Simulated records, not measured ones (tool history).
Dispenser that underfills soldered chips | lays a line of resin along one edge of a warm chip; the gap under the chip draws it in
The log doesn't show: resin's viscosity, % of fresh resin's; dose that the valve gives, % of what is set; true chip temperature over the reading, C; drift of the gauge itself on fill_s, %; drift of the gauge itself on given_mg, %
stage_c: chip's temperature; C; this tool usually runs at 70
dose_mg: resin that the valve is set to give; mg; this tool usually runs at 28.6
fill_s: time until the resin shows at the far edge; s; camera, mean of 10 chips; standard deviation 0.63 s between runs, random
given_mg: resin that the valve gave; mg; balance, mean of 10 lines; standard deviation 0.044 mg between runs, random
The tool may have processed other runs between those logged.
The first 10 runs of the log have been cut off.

run,hour,stage_c,dose_mg,hours of work since the syringe was changed,hours of work since the valve was cleaned,hours of work since the stage was calibrated,fill_s,given_mg
# hour 48.1: new syringe of resin
11,49.8,70,28.6,1,48,181,63.2,28.24
12,54.5,70,28.6,5,51,185,76.4,28.03
# hour 58.9: new syringe of resin
13,60.4,70,28.6,1,55,189,64.3,28.16
14,65.1,57,28.6,4,58,192,129.8,28.04
# hour 69.9: new syringe of resin
15,72.1,57,28.6,2,63,197,109.9,28.03
16,78.7,66,28.6,6,68,202,97.1,27.96
# hour 81.0: new syringe of resin
# hour 82.6: dispensing valve cleaned and set on the balance
17,84.4,66,28.6,2,1,205,75.9,28.49
18,91.9,79,25.7,7,7,210,59.9,25.63
# hour 92.9: new syringe of resin
19,97.7,79,25.7,3,11,214,49.3,25.59

Expected results for the next run?
20,101.8,80,27.6,6,14,217,?,?

{"run 20": {"fill_s": 55.8, "given_mg": 27.41}}
Had the tool carried no hidden state, the very same run would have given fill_s 38.0 s, given_mg 27.57 mg.
